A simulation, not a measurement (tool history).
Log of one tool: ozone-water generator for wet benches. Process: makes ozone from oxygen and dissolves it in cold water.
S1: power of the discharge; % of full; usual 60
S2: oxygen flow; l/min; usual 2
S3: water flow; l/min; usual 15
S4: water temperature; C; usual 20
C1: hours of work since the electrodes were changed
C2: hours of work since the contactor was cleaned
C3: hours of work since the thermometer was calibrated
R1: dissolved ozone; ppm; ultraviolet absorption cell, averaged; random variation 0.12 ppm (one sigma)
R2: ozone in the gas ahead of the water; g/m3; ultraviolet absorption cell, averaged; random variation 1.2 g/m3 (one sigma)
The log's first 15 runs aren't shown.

run 16 hour=406.9 | S1=60 S2=2 S3=15 S4=18 | C1=727 C2=37 C3=1768 | R1=12.2 R2=219.4
run 17 hour=444 | S1=60 S2=2 S3=15 S4=18 | C1=750 C2=60 C3=1790 | R1=12.1 R2=217.8
run 18 hour=461.7 | S1=86 S2=1.33 S3=15 S4=17 | C1=761 C2=71 C3=1801 | R1=15.9 R2=382.6
run 19 hour=492.9 | S1=60 S2=2 S3=14 S4=18 | C1=780 C2=90 C3=1821 | R1=12.8 R2=217.2
run 20 hour=520.6 | S1=60 S2=1.54 S3=15 S4=26 | C1=797 C2=107 C3=1838 | R1=11.2 R2=261.8
run 21 hour=544.9 | S1=60 S2=1.54 S3=15 S4=26 | C1=812 C2=122 C3=1853 | R1=11 R2=260.5
run 22 hour=580.6 | S1=60 S2=1.54 S3=15 S4=26 | C1=834 C2=144 C3=1875 | R1=11.1 R2=260.6
run 23 hour=609.6 | S1=49 S2=1.28 S3=16 S4=20 | C1=852 C2=162 C3=1893 | R1=9.2 R2=250.6
run 24 hour=624.9 | S1=60 S2=1.06 S3=15 S4=17 | C1=861 C2=172 C3=1902 | R1=11.6 R2=329.6
run 25 hour=647.6 | S1=75 S2=3.41 S3=18 S4=19 | C1=876 C2=186 C3=1916 | R1=12 R2=180.8
run 26 hour=681.6 | S1=75 S2=3.41 S3=18 S4=19 | C1=896 C2=207 C3=1937 | R1=11.8 R2=182.4
run 27 hour=710.6 | S1=75 S2=3.41 S3=18 S4=19 | C1=914 C2=224 C3=1955 | R1=11.9 R2=181
run 28 hour=732.5 | S1=78 S2=3.41 S3=9 S4=19 | C1=928 C2=238 C3=1968 | R1=21.4 R2=187.6
run 29 hour=765.2 | S1=78 S2=3.41 S3=9 S4=19 | C1=948 C2=258 C3=1988 | R1=21.3 R2=186.9
run 30 hour=783.4 | S1=51 S2=1.39 S3=19 S4=19 | C1=959 C2=269 C3=2000 | R1=7.8 R2=245.2
run 31 hour=819.9 | S1=51 S2=1.39 S3=19 S4=19 | C1=982 C2=292 C3=2022 | R1=7.8 R2=245.3
run 32 hour=836.2 | S1=67 S2=1.36 S3=15 S4=28 | C1=992 C2=302 C3=2032 | R1=11.7 R2=308.2
run 33 hour=865.7 | S1=67 S2=1.36 S3=15 S4=28 | C1=1010 C2=320 C3=2050 | R1=12 R2=306.3
run 34 hour=897.4 | S1=45 S2=2.71 S3=15 S4=20 | C1=1029 C2=340 C3=2070 | R1=9.3 R2=140.7

Forecast each of these 3 alternatives for the next run:
run A hour=930.5 | S1=57 S2=2.2 S3=15 S4=20 | C1=1050 C2=360 C3=2090 | R1=? R2=?
run B hour=930.5 | S1=51 S2=2 S3=14 S4=20 | C1=1050 C2=360 C3=2090 | R1=? R2=?
run C hour=930.5 | S1=44 S2=1.39 S3=15 S4=22 | C1=1050 C2=360 C3=2090 | R1=? R2=?

run=A R1=11.2 R2=195.9
run=B R1=11 R2=191.5
run=C R1=8.8 R2=217.3
Without the tool's hidden state the same runs would have given:
run=A R1=11.6 R2=199.3
run=B R1=11.4 R2=194.4
run=C R1=9.1 R2=220.1

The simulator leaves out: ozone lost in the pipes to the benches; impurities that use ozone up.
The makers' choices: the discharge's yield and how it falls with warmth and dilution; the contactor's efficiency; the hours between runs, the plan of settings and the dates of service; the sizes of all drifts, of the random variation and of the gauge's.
